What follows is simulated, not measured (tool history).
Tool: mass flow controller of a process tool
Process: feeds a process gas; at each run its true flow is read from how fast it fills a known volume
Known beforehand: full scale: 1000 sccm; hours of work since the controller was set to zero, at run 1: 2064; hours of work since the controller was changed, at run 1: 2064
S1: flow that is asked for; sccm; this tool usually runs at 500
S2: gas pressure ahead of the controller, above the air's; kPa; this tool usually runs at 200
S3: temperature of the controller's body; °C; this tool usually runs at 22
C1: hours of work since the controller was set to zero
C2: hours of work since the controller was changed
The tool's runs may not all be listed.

{"run": 1, "day": 0.0, "S1": 500, "S2": 200, "S3": 22, "C1": 2064, "C2": 2064, "true flow (%)": 98.74}
{"run": 2, "day": 10.658, "S1": 500, "S2": 200, "S3": 22, "C1": 2208, "C2": 2208, "true flow (%)": 98.74}
{"run": 3, "day": 22.771, "S1": 500, "S2": 200, "S3": 33, "C1": 2370, "C2": 2370, "true flow (%)": 98.99}
{"run": 4, "day": 31.642, "S1": 500, "S2": 277, "S3": 33, "C1": 2489, "C2": 2489, "true flow (%)": 99.47}
{"run": 5, "day": 38.0, "S1": 500, "S2": 200, "S3": 24, "C1": 2575, "C2": 2575, "true flow (%)": 98.71}
{"run": 6, "day": 45.717, "S1": 500, "S2": 200, "S3": 24, "C1": 2678, "C2": 2678, "true flow (%)": 98.72}
{"run": 7, "day": 57.317, "S1": 500, "S2": 200, "S3": 24, "C1": 2834, "C2": 2834, "true flow (%)": 98.67}
{"run": 8, "day": 66.533, "S1": 500, "S2": 200, "S3": 24, "C1": 2958, "C2": 2958, "true flow (%)": 98.72}
{"run": 9, "day": 74.65, "S1": 500, "S2": 200, "S3": 24, "C1": 3067, "C2": 3067, "true flow (%)": 98.7}
{"run": 10, "day": 85.025, "S1": 500, "S2": 200, "S3": 24, "C1": 3206, "C2": 3206, "true flow (%)": 98.84}
{"run": 11, "day": 93.696, "S1": 500, "S2": 200, "S3": 24, "C1": 3322, "C2": 3322, "true flow (%)": 98.79}
{"run": 12, "day": 104.171, "S1": 500, "S2": 193, "S3": 22, "C1": 3463, "C2": 3463, "true flow (%)": 98.65}
{"run": 13, "day": 113.004, "S1": 500, "S2": 193, "S3": 22, "C1": 3582, "C2": 3582, "true flow (%)": 98.68}
{"run": 14, "day": 123.338, "S1": 500, "S2": 193, "S3": 22, "C1": 3721, "C2": 3721, "true flow (%)": 98.56}
{"run": 15, "day": 135.912, "S1": 500, "S2": 193, "S3": 22, "C1": 3889, "C2": 3889, "true flow (%)": 98.71}
{"run": 16, "day": 142.167, "S1": 500, "S2": 200, "S3": 25, "C1": 3973, "C2": 3973, "true flow (%)": 98.8}
{"run": 17, "day": 151.183, "S1": 500, "S2": 200, "S3": 25, "C1": 4094, "C2": 4094, "true flow (%)": 98.71}
{"run": 18, "day": 163.312, "S1": 500, "S2": 200, "S3": 25, "C1": 4257, "C2": 4257, "true flow (%)": 98.71}
{"run": 19, "day": 168.817, "S1": 500, "S2": 236, "S3": 22, "C1": 4331, "C2": 4331, "true flow (%)": 98.91}
{"run": 20, "day": 174.221, "S1": 500, "S2": 272, "S3": 22, "C1": 4404, "C2": 4404, "true flow (%)": 98.96}
{"run": 21, "day": 179.804, "S1": 500, "S2": 200, "S3": 22, "C1": 4479, "C2": 4479, "true flow (%)": 98.73}
{"run": 22, "day": 188.162, "S1": 500, "S2": 200, "S3": 22, "C1": 4591, "C2": 4591, "true flow (%)": 98.82}
{"run": 23, "day": 201.225, "S1": 500, "S2": 200, "S3": 23, "C1": 4766, "C2": 4766, "true flow (%)": 98.72}
{"run": 24, "day": 206.658, "S1": 500, "S2": 200, "S3": 22, "C1": 4839, "C2": 4839, "true flow (%)": 98.72}
{"run": 25, "day": 212.162, "S1": 500, "S2": 200, "S3": 22, "C1": 4913, "C2": 4913, "true flow (%)": 98.59}
{"day": 224.675, "done": "controller exchanged for a calibrated one"}
{"run": 26, "day": 225.446, "S1": 509, "S2": 147, "S3": 22, "C1": 10, "C2": 10, "true flow (%)": 98.41}
{"run": 27, "day": 234.429, "S1": 509, "S2": 278, "S3": 21, "C1": 131, "C2": 131, "true flow (%)": 99.09}
{"run": 28, "day": 243.292, "S1": 141, "S2": 209, "S3": 21, "C1": 250, "C2": 250, "true flow (%)": 97.91}
{"run": 29, "day": 252.488, "S1": 141, "S2": 209, "S3": 21, "C1": 373, "C2": 373, "true flow (%)": 97.78}
{"run": 30, "day": 264.808, "S1": 141, "S2": 209, "S3": 21, "C1": 539, "C2": 539, "true flow (%)": 97.77}
{"run": 31, "day": 272.062, "S1": 500, "S2": 251, "S3": 25, "C1": 636, "C2": 636, "true flow (%)": 99.04}

Run 32 has not been measured yet. What should we expect?
{"run": 32, "day": 281.267, "S1": 582, "S2": 242, "S3": 29, "C1": 760, "C2": 760, "true flow (%)": "?"}

true flow (%): 99.16
If the tool had no hidden condition, the same run with the same run-to-run variation would have returned true flow (%) 99.16.
